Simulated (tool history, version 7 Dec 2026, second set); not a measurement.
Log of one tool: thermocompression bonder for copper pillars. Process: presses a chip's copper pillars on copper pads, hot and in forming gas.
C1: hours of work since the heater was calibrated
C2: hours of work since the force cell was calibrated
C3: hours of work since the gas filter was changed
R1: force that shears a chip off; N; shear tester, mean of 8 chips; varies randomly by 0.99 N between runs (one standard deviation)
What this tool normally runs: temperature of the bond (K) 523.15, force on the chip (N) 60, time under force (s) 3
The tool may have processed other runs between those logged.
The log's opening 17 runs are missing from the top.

Run 18, hour 902.9: usual settings but temperature of the bond (K) 550.15, force on the chip (N) 46; C1 168; C2 737; C3 147. Result: R1 89.7 N.
Run 19, hour 938.3: usual settings but temperature of the bond (K) 550.15, force on the chip (N) 46; C1 194; C2 763; C3 174. Result: R1 90.9 N.
Run 20, hour 1010.2: usual settings but temperature of the bond (K) 544.15, force on the chip (N) 44; C1 248; C2 817; C3 228. Result: R1 83.4 N.
Run 21, hour 1054.1: usual settings but temperature of the bond (K) 546.15, force on the chip (N) 40, time under force (s) 6; C1 282; C2 851; C3 261. Result: R1 95.0 N.
Run 22, hour 1084.8: usual settings but temperature of the bond (K) 546.15, force on the chip (N) 40, time under force (s) 6; C1 305; C2 874; C3 284. Result: R1 97.1 N.
Run 23, hour 1156.7: usual settings but temperature of the bond (K) 520.15, force on the chip (N) 62; C1 359; C2 928; C3 338. Result: R1 84.4 N.
Run 24, hour 1203.9: usual settings but temperature of the bond (K) 550.15, force on the chip (N) 82; C1 395; C2 963; C3 374. Result: R1 127.8 N.
Run 25, hour 1261.0: usual settings but temperature of the bond (K) 511.15, force on the chip (N) 56, time under force (s) 2; C1 437; C2 1006; C3 417. Result: R1 60.8 N.
Run 26, hour 1291.8: usual settings but temperature of the bond (K) 499.15, force on the chip (N) 39, time under force (s) 5; C1 461; C2 1030; C3 440. Result: R1 50.0 N.
Run 27, hour 1350.6: usual settings but temperature of the bond (K) 521.15, time under force (s) 4; C1 505; C2 1074; C3 484. Result: R1 92.5 N.
At hour 1366.7: forming gas filter changed.
Run 28, hour 1386.2: usual settings but temperature of the bond (K) 521.15, force on the chip (N) 63, time under force (s) 2; C1 532; C2 1101; C3 15. Result: R1 81.2 N.
Run 29, hour 1423.1: usual settings but temperature of the bond (K) 521.15, force on the chip (N) 63, time under force (s) 2; C1 559; C2 1128; C3 43. Result: R1 81.4 N.
Run 30, hour 1465.6: usual settings but temperature of the bond (K) 521.15, force on the chip (N) 63, time under force (s) 2; C1 591; C2 1160; C3 75. Result: R1 82.2 N.
Run 31, hour 1533.7: usual settings but temperature of the bond (K) 521.15, force on the chip (N) 63, time under force (s) 2; C1 643; C2 1212; C3 126. Result: R1 83.7 N.
Run 32, hour 1606.1: usual settings but temperature of the bond (K) 522.15, force on the chip (N) 45, time under force (s) 2; C1 697; C2 1266; C3 180. Result: R1 59.2 N.
Run 33, hour 1669.4: usual settings but temperature of the bond (K) 501.15, force on the chip (N) 59; C1 745; C2 1314; C3 228. Result: R1 69.0 N.
Run 34, hour 1738.5: usual settings but temperature of the bond (K) 506.15, force on the chip (N) 43, time under force (s) 7; C1 797; C2 1366; C3 280. Result: R1 71.6 N.
Run 35, hour 1769.0: usual settings but temperature of the bond (K) 506.15, force on the chip (N) 55, time under force (s) 4; C1 820; C2 1389; C3 303. Result: R1 76.4 N.
Run 36, hour 1837.2: usual settings but temperature of the bond (K) 536.15, force on the chip (N) 71, time under force (s) 8; C1 872; C2 1440; C3 355. Result: R1 129.1 N.
Run 37, hour 1904.4: usual settings but temperature of the bond (K) 536.15, force on the chip (N) 71, time under force (s) 8; C1 922; C2 1491; C3 405. Result: R1 128.3 N.

Predict each of these 5 candidate next runs independently; none follows another, all start after run 37:
Run A, hour 1956.0: usual settings but temperature of the bond (K) 540.15, force on the chip (N) 55, time under force (s) 2; C1 961; C2 1530; C3 444. Result: R1 ?.
Run B, hour 1956.0: usual settings but force on the chip (N) 37, time under force (s) 6; C1 961; C2 1530; C3 444. Result: R1 ?.
Run C, hour 1956.0: usual settings but force on the chip (N) 41; C1 961; C2 1530; C3 444. Result: R1 ?.
Run D, hour 1956.0: usual settings but temperature of the bond (K) 536.15, force on the chip (N) 87, time under force (s) 2; C1 961; C2 1530; C3 444. Result: R1 ?.
Run E, hour 1956.0: usual settings but temperature of the bond (K) 497.15, time under force (s) 8; C1 961; C2 1530; C3 444. Result: R1 ?.

run     R1
  A   86.5
  B   71.6
  C   63.3
  D  116.7
  E   90.4
Take away the tool's hidden state, keep each run's random variation, and the runs would have read:
run     R1
  A   82.6
  B   67.1
  C   58.8
  D  115.7
  E   85.6
